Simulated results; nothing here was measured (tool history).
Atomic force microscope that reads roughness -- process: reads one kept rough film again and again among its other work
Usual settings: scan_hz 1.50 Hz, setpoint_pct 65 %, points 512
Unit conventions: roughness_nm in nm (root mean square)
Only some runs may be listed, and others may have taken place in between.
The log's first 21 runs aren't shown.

run,hour,scan_hz,setpoint_pct,points,roughness_nm
# hour 852.0: new tip fitted
22,876.6,1.50,65,284,2.913
23,916.0,1.50,65,284,2.759
# hour 920.4: height scale calibrated on a step standard
24,942.2,1.50,65,659,2.763
25,971.8,1.50,65,659,2.649
26,1013.2,1.50,65,349,2.510
# hour 1022.6: height scale calibrated on a step standard, once more
27,1055.4,1.50,72,512,2.362
28,1103.9,1.06,69,279,2.280
29,1132.4,1.86,81,700,1.988

Run 30, settings as shown, results not yet in. Your forecast:
# hour 1136.9: new tip fitted
30,1177.8,1.86,81,700,?

{"run 30": {"roughness_nm": 2.629}}
With the hidden condition absent and the run-to-run variation left alone, this run would have shown roughness_nm 2.795 nm (root mean square).

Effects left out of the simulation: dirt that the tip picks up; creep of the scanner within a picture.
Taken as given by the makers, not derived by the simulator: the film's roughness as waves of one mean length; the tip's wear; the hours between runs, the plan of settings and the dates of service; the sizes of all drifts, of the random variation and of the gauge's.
